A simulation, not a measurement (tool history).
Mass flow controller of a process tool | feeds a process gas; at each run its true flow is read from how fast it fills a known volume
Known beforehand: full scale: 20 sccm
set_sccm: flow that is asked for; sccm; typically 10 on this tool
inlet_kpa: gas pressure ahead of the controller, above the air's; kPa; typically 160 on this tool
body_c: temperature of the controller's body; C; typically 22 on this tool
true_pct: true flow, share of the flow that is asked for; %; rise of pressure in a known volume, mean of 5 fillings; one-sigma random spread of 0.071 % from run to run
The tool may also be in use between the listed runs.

Run 1, hour 0.0: usual settings. Result: true_pct 99.02 %.
Run 2, hour 139.6: usual settings. Result: true_pct 98.89 %.
Run 3, hour 378.9: usual settings. Result: true_pct 98.84 %.
Run 4, hour 559.7: usual settings but body_c 30 C. Result: true_pct 99.49 %.
Run 5, hour 780.4: usual settings but body_c 30 C. Result: true_pct 99.35 %.
Run 6, hour 928.6: usual settings but body_c 30 C. Result: true_pct 99.40 %.
Run 7, hour 1210.4: usual settings but body_c 30 C. Result: true_pct 99.29 %.
Run 8, hour 1497.7: usual settings but inlet_kpa 250 kPa. Result: true_pct 98.30 %.
Run 9, hour 1710.8: usual settings but inlet_kpa 250 kPa. Result: true_pct 98.17 %.
Run 10, hour 2007.8: usual settings but inlet_kpa 250 kPa. Result: true_pct 97.94 %.
Run 11, hour 2277.3: usual settings but inlet_kpa 250 kPa. Result: true_pct 97.89 %.
Run 12, hour 2469.2: usual settings but set_sccm 3 sccm. Result: true_pct 95.11 %.
Run 13, hour 2768.5: usual settings but set_sccm 3 sccm. Result: true_pct 94.85 %.
Run 14, hour 3091.0: usual settings. Result: true_pct 97.78 %.
Run 15, hour 3276.5: usual settings. Result: true_pct 97.77 %.
Run 16, hour 3426.1: usual settings. Result: true_pct 97.70 %.
Run 17, hour 3696.5: usual settings but set_sccm 9 sccm. Result: true_pct 97.32 %.
Run 18, hour 3867.6: usual settings but inlet_kpa 249 kPa. Result: true_pct 97.19 %.
Run 19, hour 4169.1: usual settings but inlet_kpa 249 kPa. Result: true_pct 97.15 %.
Run 20, hour 4418.7: usual settings but inlet_kpa 249 kPa. Result: true_pct 97.18 %.
Run 21, hour 4577.8: usual settings but inlet_kpa 249 kPa. Result: true_pct 97.09 %.
Run 22, hour 4809.1: usual settings but inlet_kpa 249 kPa, body_c 34 C. Result: true_pct 98.15 %.
Run 23, hour 5025.3: usual settings but inlet_kpa 249 kPa, body_c 34 C. Result: true_pct 97.99 %.
Run 24, hour 5287.3: usual settings. Result: true_pct 97.09 %.
Run 25, hour 5573.9: usual settings but set_sccm 9 sccm, inlet_kpa 205 kPa. Result: true_pct 96.56 %.
Run 26, hour 5786.3: usual settings but set_sccm 9 sccm, inlet_kpa 205 kPa, body_c 24 C. Result: true_pct 96.59 %.
Run 27, hour 6005.3: usual settings but set_sccm 9 sccm, inlet_kpa 205 kPa, body_c 24 C. Result: true_pct 96.56 %.
Run 28, hour 6226.6: usual settings but inlet_kpa 191 kPa, body_c 23 C. Result: true_pct 96.69 %.
Run 29, hour 6445.4: usual settings but inlet_kpa 191 kPa, body_c 23 C. Result: true_pct 96.69 %.
At hour 6612.7: controller's zero set anew.
Run 30, hour 6735.8: usual settings but set_sccm 8 sccm, inlet_kpa 240 kPa, body_c 29 C. Result: true_pct 99.15 %.
Run 31, hour 6911.4: usual settings but inlet_kpa 162 kPa. Result: true_pct 98.62 %.
Run 32, hour 7143.1: usual settings but inlet_kpa 162 kPa. Result: true_pct 98.50 %.
Run 33, hour 7398.1: usual settings but inlet_kpa 162 kPa. Result: true_pct 98.52 %.
Run 34, hour 7536.3: usual settings but set_sccm 15 sccm, inlet_kpa 141 kPa, body_c 30 C. Result: true_pct 99.49 %.
Run 35, hour 7690.5: usual settings but set_sccm 5 sccm, inlet_kpa 278 kPa, body_c 26 C. Result: true_pct 98.00 %.
Run 36, hour 7890.4: usual settings but set_sccm 3 sccm, inlet_kpa 269 kPa, body_c 30 C. Result: true_pct 97.63 %.
Run 37, hour 8075.3: usual settings but set_sccm 3 sccm, inlet_kpa 269 kPa, body_c 30 C. Result: true_pct 97.38 %.
Run 38, hour 8288.6: usual settings but set_sccm 7 sccm, inlet_kpa 229 kPa. Result: true_pct 97.69 %.
Run 39, hour 8441.9: usual settings but set_sccm 5 sccm, inlet_kpa 229 kPa. Result: true_pct 97.20 %.
Run 40, hour 8590.6: usual settings but inlet_kpa 202 kPa. Result: true_pct 98.04 %.
Run 41, hour 8852.5: usual settings but body_c 24 C. Result: true_pct 98.05 %.
Run 42, hour 9043.6: usual settings but body_c 24 C. Result: true_pct 98.03 %.
Run 43, hour 9306.7: usual settings but set_sccm 14 sccm, inlet_kpa 250 kPa, body_c 24 C. Result: true_pct 98.15 %.
Run 44, hour 9600.9: usual settings but set_sccm 3 sccm, inlet_kpa 180 kPa, body_c 24 C. Result: true_pct 95.46 %.
Run 45, hour 9835.1: usual settings but set_sccm 4 sccm, body_c 33 C. Result: true_pct 96.77 %.
Run 46, hour 9975.4: usual settings but set_sccm 4 sccm, body_c 33 C. Result: true_pct 96.83 %.
Run 47, hour 10210.7: usual settings but set_sccm 9 sccm, inlet_kpa 216 kPa, body_c 21 C. Result: true_pct 97.06 %.

Measured minus without-hidden-state, run by run (identical run-to-run variation in each term; gauge scatter may differ):
Unlogged tool condition in this case: flow at rest that the sensor doesn't see, % of full scale; true flow over the shown one, %; drift of the gauge itself on true_pct, %.
run  true_pct
  1     -0.58
  2     -0.63
  3     -0.72
  4     -0.78
  5     -0.86
  6     -0.92
  7     -1.02
  8     -1.13
  9     -1.19
 10     -1.30
 11     -1.40
 12     -4.15
 13     -4.44
 14     -1.69
 15     -1.77
 16     -1.82
 17     -2.09
 18     -1.98
 19     -2.09
 20     -2.18
 21     -2.24
 22     -2.33
 23     -2.41
 24     -2.51
 25     -2.84
 26     -2.92
 27     -3.00
 28     -2.85
 29     -2.92
 30     -0.82
 31     -0.86
 32     -0.94
 33     -1.04
 34     -0.97
 35     -1.53
 36     -2.25
 37     -2.44
 38     -1.59
 39     -2.02
 40     -1.47
 41     -1.57
 42     -1.64
 43     -1.50
 44     -4.01
 45     -3.44
 46     -3.55
 47     -2.20
